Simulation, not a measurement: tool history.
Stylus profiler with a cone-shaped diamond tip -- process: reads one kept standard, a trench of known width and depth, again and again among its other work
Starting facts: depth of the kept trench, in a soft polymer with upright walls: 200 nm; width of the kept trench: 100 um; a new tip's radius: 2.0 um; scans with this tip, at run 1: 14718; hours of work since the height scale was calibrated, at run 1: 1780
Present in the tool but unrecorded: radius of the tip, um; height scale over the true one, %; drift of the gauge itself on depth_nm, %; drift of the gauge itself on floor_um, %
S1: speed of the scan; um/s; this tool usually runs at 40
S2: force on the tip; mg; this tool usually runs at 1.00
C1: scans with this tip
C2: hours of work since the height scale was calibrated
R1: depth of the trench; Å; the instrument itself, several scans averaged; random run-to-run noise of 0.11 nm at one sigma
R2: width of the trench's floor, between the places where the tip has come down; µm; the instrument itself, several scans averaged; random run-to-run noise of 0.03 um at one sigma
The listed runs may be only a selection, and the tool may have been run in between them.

run 1 hour=0.0 | S1=40 S2=1.00 | C1=14718 C2=1780 | R1=1998.2 R2=97.38
run 2 hour=13.1 | S1=40 S2=0.43 | C1=14786 C2=1788 | R1=1994.3 R2=97.30
run 3 hour=38.2 | S1=40 S2=0.43 | C1=14916 C2=1804 | R1=1993.2 R2=97.28
run 4 hour=60.2 | S1=40 S2=2.44 | C1=15030 C2=1818 | R1=2007.7 R2=97.41
run 5 hour=74.2 | S1=40 S2=1.00 | C1=15103 C2=1826 | R1=2000.0 R2=97.33
run 6 hour=102.3 | S1=40 S2=1.00 | C1=15248 C2=1844 | R1=1997.9 R2=97.34
run 7 hour=116.7 | S1=40 S2=1.00 | C1=15323 C2=1853 | R1=1997.9 R2=97.36
run 8 hour=139.8 | S1=40 S2=0.78 | C1=15443 C2=1867 | R1=1996.0 R2=97.33
run 9 hour=153.4 | S1=40 S2=2.00 | C1=15514 C2=1876 | R1=2004.3 R2=97.34
run 10 hour=166.4 | S1=40 S2=2.00 | C1=15581 C2=1884 | R1=2004.3 R2=97.44
run 11 hour=178.8 | S1=40 S2=1.00 | C1=15646 C2=1892 | R1=1996.9 R2=97.31
run 12 hour=202.8 | S1=40 S2=1.00 | C1=15770 C2=1907 | R1=1996.5 R2=97.29
run 13 hour=226.4 | S1=44 S2=0.37 | C1=15893 C2=1922 | R1=1992.3 R2=97.21
run 14 hour=243.3 | S1=44 S2=0.37 | C1=15980 C2=1932 | R1=1992.6 R2=97.19
run 15 hour=262.2 | S1=129 S2=0.65 | C1=16078 C2=1944 | R1=1995.5 R2=96.83
run 16 hour=279.1 | S1=129 S2=0.65 | C1=16166 C2=1955 | R1=1994.2 R2=96.83
run 17 hour=302.4 | S1=38 S2=0.48 | C1=16287 C2=1969 | R1=1993.3 R2=97.26
run 18 hour=318.0 | S1=38 S2=1.08 | C1=16368 C2=1979 | R1=2000.0 R2=97.31
run 19 hour=345.3 | S1=59 S2=0.43 | C1=16510 C2=1996 | R1=1993.3 R2=97.10
run 20 hour=366.2 | S1=59 S2=0.43 | C1=16618 C2=2009 | R1=1991.3 R2=97.08
run 21 hour=392.0 | S1=59 S2=0.43 | C1=16751 C2=2026 | R1=1994.7 R2=97.07
run 22 hour=407.2 | S1=51 S2=0.95 | C1=16831 C2=2035 | R1=1995.5 R2=97.26

Alternative continuations, all from the tool just after run 22; predict every row:
run A hour=427.1 | S1=103 S2=0.63 | C1=16934 C2=2048 | R1=? R2=?
run B hour=427.1 | S1=51 S2=1.21 | C1=16934 C2=2048 | R1=? R2=?
run C hour=427.1 | S1=10 S2=1.08 | C1=16934 C2=2048 | R1=? R2=?
run D hour=427.1 | S1=71 S2=1.87 | C1=16934 C2=2048 | R1=? R2=?
run E hour=427.1 | S1=72 S2=2.02 | C1=16934 C2=2048 | R1=? R2=?

run=A R1=1993.1 R2=96.90
run=B R1=1999.3 R2=97.24
run=C R1=1997.5 R2=97.40
run=D R1=2005.0 R2=97.24
run=E R1=2005.4 R2=97.22
With the hidden condition removed and each run's random variation left untouched, the same runs would have given:
run=A R1=2007.8 R2=97.73
run=B R1=2014.1 R2=98.07
run=C R1=2012.3 R2=98.23
run=D R1=2019.8 R2=98.07
run=E R1=2020.2 R2=98.05

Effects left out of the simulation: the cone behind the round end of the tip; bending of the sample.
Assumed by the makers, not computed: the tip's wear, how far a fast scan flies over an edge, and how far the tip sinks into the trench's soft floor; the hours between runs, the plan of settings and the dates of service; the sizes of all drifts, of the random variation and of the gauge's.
